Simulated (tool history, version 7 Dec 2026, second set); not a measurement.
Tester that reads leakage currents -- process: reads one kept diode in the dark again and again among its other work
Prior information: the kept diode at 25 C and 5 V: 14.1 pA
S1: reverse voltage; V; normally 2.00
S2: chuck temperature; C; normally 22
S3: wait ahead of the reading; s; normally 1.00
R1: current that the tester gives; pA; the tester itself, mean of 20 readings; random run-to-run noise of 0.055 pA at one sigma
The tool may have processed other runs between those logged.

run 1 hour=0.0 | S1=2.00 S2=22 S3=1.00 | R1=7.93
run 2 hour=19.0 | S1=2.00 S2=22 S3=1.00 | R1=7.83
run 3 hour=56.7 | S1=2.00 S2=22 S3=0.44 | R1=7.94
run 4 hour=77.1 | S1=4.40 S2=22 S3=0.44 | R1=10.66
run 5 hour=106.7 | S1=2.00 S2=22 S3=1.00 | R1=7.89
run 6 hour=127.8 | S1=2.00 S2=22 S3=1.00 | R1=7.75
run 7 hour=147.5 | S1=2.00 S2=22 S3=1.00 | R1=7.82
run 8 hour=190.2 | S1=2.00 S2=22 S3=1.00 | R1=7.80
run 9 hour=228.7 | S1=2.00 S2=26 S3=1.00 | R1=11.39
run 10 hour=257.4 | S1=5.21 S2=22 S3=1.00 | R1=11.05
run 11 hour=298.7 | S1=5.21 S2=22 S3=1.00 | R1=11.06
run 12 hour=335.5 | S1=2.00 S2=22 S3=1.00 | R1=7.83
run 13 hour=366.5 | S1=2.00 S2=22 S3=0.91 | R1=7.84
run 14 hour=388.2 | S1=1.91 S2=39 S3=5.47 | R1=36.55
run 15 hour=413.1 | S1=19.90 S2=22 S3=1.00 | R1=18.38
run 16 hour=439.9 | S1=19.90 S2=44 S3=1.00 | R1=127.12
run 17 hour=463.8 | S1=1.66 S2=39 S3=2.23 | R1=34.94
run 18 hour=507.6 | S1=1.66 S2=39 S3=2.23 | R1=34.97
run 19 hour=527.3 | S1=1.50 S2=51 S3=1.52 | R1=92.49
run 20 hour=562.4 | S1=6.54 S2=39 S3=1.00 | R1=56.35
run 21 hour=592.7 | S1=1.42 S2=41 S3=1.00 | R1=39.46
run 22 hour=619.0 | S1=1.90 S2=47 S3=0.88 | R1=72.05
run 23 hour=648.9 | S1=10.77 S2=22 S3=0.64 | R1=14.91
run 24 hour=688.7 | S1=2.00 S2=41 S3=3.85 | R1=44.29
run 25 hour=708.1 | S1=2.00 S2=41 S3=3.85 | R1=44.23

4 ways to go on from here, each from the tool as it stands after run 25. What would each give?
run A hour=748.8 | S1=9.01 S2=36 S3=0.88 | R1=?
run B hour=748.8 | S1=10.87 S2=22 S3=1.01 | R1=?
run C hour=748.8 | S1=1.00 S2=41 S3=2.96 | R1=?
run D hour=748.8 | S1=14.63 S2=21 S3=6.43 | R1=?

run=A R1=48.23
run=B R1=14.51
run=C R1=34.85
run=D R1=14.40
Stripped of hidden state, with their random variation kept, the same runs would have yielded:
run=A R1=48.21
run=B R1=14.48
run=C R1=34.85
run=D R1=14.36

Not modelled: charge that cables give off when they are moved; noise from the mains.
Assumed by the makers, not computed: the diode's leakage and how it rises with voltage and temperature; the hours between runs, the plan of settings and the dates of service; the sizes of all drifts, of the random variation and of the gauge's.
